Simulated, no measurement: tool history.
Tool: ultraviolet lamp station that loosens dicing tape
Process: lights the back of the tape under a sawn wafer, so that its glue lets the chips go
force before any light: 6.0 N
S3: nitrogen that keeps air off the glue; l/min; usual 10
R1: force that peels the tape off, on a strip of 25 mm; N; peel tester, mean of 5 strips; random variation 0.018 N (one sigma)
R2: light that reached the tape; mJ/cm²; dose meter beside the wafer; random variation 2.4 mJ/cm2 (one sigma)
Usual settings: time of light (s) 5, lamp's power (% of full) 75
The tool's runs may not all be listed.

{"run": 1, "day": 0.0, "time of light (s)": 5, "lamp's power (% of full)": 75, "S3": 10, "R1": 0.834, "R2": 255}
{"run": 2, "day": 1.333, "time of light (s)": 5, "lamp's power (% of full)": 75, "S3": 10, "R1": 0.851, "R2": 255}
{"run": 3, "day": 2.325, "time of light (s)": 5, "lamp's power (% of full)": 75, "S3": 10, "R1": 0.857, "R2": 253}
{"run": 4, "day": 3.617, "time of light (s)": 5, "lamp's power (% of full)": 75, "S3": 10, "R1": 0.855, "R2": 254}
{"run": 5, "day": 5.192, "time of light (s)": 5, "lamp's power (% of full)": 75, "S3": 10, "R1": 0.855, "R2": 254}
{"run": 6, "day": 6.042, "time of light (s)": 5, "lamp's power (% of full)": 75, "S3": 10, "R1": 0.842, "R2": 253}
{"run": 7, "day": 6.95, "time of light (s)": 5, "lamp's power (% of full)": 75, "S3": 11, "R1": 0.808, "R2": 255}
{"run": 8, "day": 8.383, "time of light (s)": 4, "lamp's power (% of full)": 75, "S3": 10, "R1": 1.268, "R2": 202}
{"run": 9, "day": 10.067, "time of light (s)": 7, "lamp's power (% of full)": 75, "S3": 10, "R1": 0.453, "R2": 354}
{"run": 10, "day": 11.275, "time of light (s)": 7, "lamp's power (% of full)": 75, "S3": 10, "R1": 0.453, "R2": 357}
{"day": 11.479, "done": "lamp changed"}
{"run": 11, "day": 12.212, "time of light (s)": 5, "lamp's power (% of full)": 75, "S3": 9, "R1": 0.876, "R2": 257}
{"run": 12, "day": 13.371, "time of light (s)": 3, "lamp's power (% of full)": 64, "S3": 10, "R1": 2.151, "R2": 134}
{"run": 13, "day": 14.533, "time of light (s)": 3, "lamp's power (% of full)": 64, "S3": 10, "R1": 2.03, "R2": 131}
{"run": 14, "day": 15.338, "time of light (s)": 5, "lamp's power (% of full)": 79, "S3": 10, "R1": 0.784, "R2": 266}
{"run": 15, "day": 16.446, "time of light (s)": 5, "lamp's power (% of full)": 79, "S3": 10, "R1": 0.781, "R2": 271}
{"run": 16, "day": 18.217, "time of light (s)": 9, "lamp's power (% of full)": 84, "S3": 10, "R1": 0.225, "R2": 516}
{"run": 17, "day": 19.746, "time of light (s)": 7, "lamp's power (% of full)": 96, "S3": 10, "R1": 0.297, "R2": 457}
{"run": 18, "day": 20.988, "time of light (s)": 7, "lamp's power (% of full)": 96, "S3": 10, "R1": 0.297, "R2": 457}
{"run": 19, "day": 22.133, "time of light (s)": 10, "lamp's power (% of full)": 64, "S3": 4, "R1": 0.52, "R2": 434}

3 ways to go on from here, each from the tool as it stands after run 19. What would each give?
{"run": "A", "day": 23.633, "time of light (s)": 5, "lamp's power (% of full)": 61, "S3": 10, "R1": "?", "R2": "?"}
{"run": "B", "day": 23.633, "time of light (s)": 3, "lamp's power (% of full)": 65, "S3": 4, "R1": "?", "R2": "?"}
{"run": "C", "day": 23.633, "time of light (s)": 4, "lamp's power (% of full)": 69, "S3": 15, "R1": "?", "R2": "?"}

run=A R1=1.224 R2=208
run=B R1=2.665 R2=136
run=C R1=1.213 R2=190
Without the tool's hidden state the same runs would have given:
run=A R1=1.219 R2=209
run=B R1=2.659 R2=136
run=C R1=1.208 R2=190
